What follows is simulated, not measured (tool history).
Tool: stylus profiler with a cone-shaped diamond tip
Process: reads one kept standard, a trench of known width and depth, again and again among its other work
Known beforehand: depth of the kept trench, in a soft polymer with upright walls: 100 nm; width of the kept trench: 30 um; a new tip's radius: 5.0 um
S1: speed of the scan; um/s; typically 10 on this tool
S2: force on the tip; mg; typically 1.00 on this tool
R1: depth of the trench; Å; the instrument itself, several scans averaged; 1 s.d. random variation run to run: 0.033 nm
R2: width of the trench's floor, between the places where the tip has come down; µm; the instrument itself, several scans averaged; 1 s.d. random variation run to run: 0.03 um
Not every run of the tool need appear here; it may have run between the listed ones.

run	hour	S1	S2	R1	R2
1	0.0	10	1.00	1003.6	28.00
2	55.5	10	1.00	1003.8	27.95
3	91.1	10	0.49	1002.3	27.91
4	159.9	10	2.88	1007.5	27.97
5	206.5	10	2.88	1007.2	27.94
6	246.7	10	2.88	1007.6	28.00
7	313.0	12	1.00	1003.7	27.93
8	357.8	10	1.00	1003.6	27.98
9	421.4	10	1.00	1003.5	28.03
10	454.8	10	1.00	1003.4	27.95
11	518.9	10	1.00	1003.9	28.00
12	566.6	6	1.00	1003.6	27.97
13	629.2	7	1.00	1003.8	28.00
14	687.2	2	1.00	1003.1	28.02
15	767.9	2	1.00	1003.7	27.99
16	820.0	2	1.00	1004.1	28.02
17	860.3	2	1.00	1003.2	27.99
18	936.1	29	1.00	1003.2	27.84
19	1003.9	3	1.00	1003.4	27.98
20	1050.2	10	1.00	1004.0	27.91
21	1126.1	3	0.36	1001.7	27.93
22	1204.1	2	0.45	1002.0	27.97
23	1271.6	8	0.36	1001.8	27.90
24	1309.3	8	0.36	1001.4	27.98
25	1357.4	8	0.36	1001.9	27.89
26	1422.3	2	0.94	1003.3	27.97
27	1473.8	3	0.65	1002.0	28.01
28	1531.5	3	0.65	1002.4	28.01
29	1570.5	15	0.65	1002.8	27.82
30	1609.3	15	0.65	1002.6	27.87
31	1681.4	10	1.69	1005.5	27.97
32	1713.9	5	0.37	1001.6	27.97
33	1792.7	5	0.37	1002.1	27.90
34	1870.1	23	2.17	1006.0	27.92
35	1927.9	23	2.17	1005.5	27.96
36	1968.5	24	2.86	1006.6	27.93
37	2018.0	5	0.41	1001.4	27.98
38	2051.9	12	1.00	1003.5	27.89
39	2088.2	10	0.79	1002.7	27.87

Forecast each of these 4 alternatives for the next run:
A	2161.9	2	0.48	?	?
B	2161.9	13	0.78	?	?
C	2161.9	3	1.15	?	?
D	2161.9	2	1.33	?	?

run	R1	R2
A	1002.0	27.96
B	1003.4	27.83
C	1004.0	28.00
D	1004.6	27.96
Take away the tool's hidden state, keep each run's random variation, and the runs would have read:
run	R1	R2
A	1002.0	27.97
B	1003.5	27.84
C	1004.1	28.01
D	1004.7	27.97
